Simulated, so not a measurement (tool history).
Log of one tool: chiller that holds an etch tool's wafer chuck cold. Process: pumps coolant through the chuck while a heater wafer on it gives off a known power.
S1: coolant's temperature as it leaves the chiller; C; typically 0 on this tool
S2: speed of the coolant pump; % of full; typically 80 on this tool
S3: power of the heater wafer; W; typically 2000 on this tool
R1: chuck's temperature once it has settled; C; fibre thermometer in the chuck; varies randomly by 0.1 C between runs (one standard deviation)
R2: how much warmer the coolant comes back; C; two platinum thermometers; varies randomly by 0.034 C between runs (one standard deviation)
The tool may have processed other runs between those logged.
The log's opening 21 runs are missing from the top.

run,hour,S1,S2,S3,R1,R2
22,544.1,-8,99,2329,4.3,4.82
23,579.5,0,80,1436,8.8,3.71
24,596.9,0,80,1436,8.9,3.81
25,618.1,-4,80,2000,8.5,5.23
26,639.6,-6,64,2000,8.9,6.79
27,675.3,-6,64,2000,8.7,6.81
28,710.3,3,74,2882,22.1,8.36
29,743.1,-5,62,2429,13.4,8.67
30,777.4,-4,88,1549,4.9,3.52
31,795.5,0,80,2239,14,5.91
32,827.2,-8,67,2099,6.9,6.77

Branching from run 32: 4 alternative next runs. What would each branch give?
A,859.2,0,84,2000,?,?
B,859.2,0,80,2000,?,?
C,859.2,-5,80,2000,?,?
D,859.2,-9,67,2967,?,?

run,R1,R2
A,12,4.8
B,12.5,5.17
C,7.5,5.26
D,12.2,9.65
What these runs would have given with no unlogged condition in the tool:
run,R1,R2
A,12,5.12
B,12.5,5.5
C,7.5,5.59
D,12.2,9.97
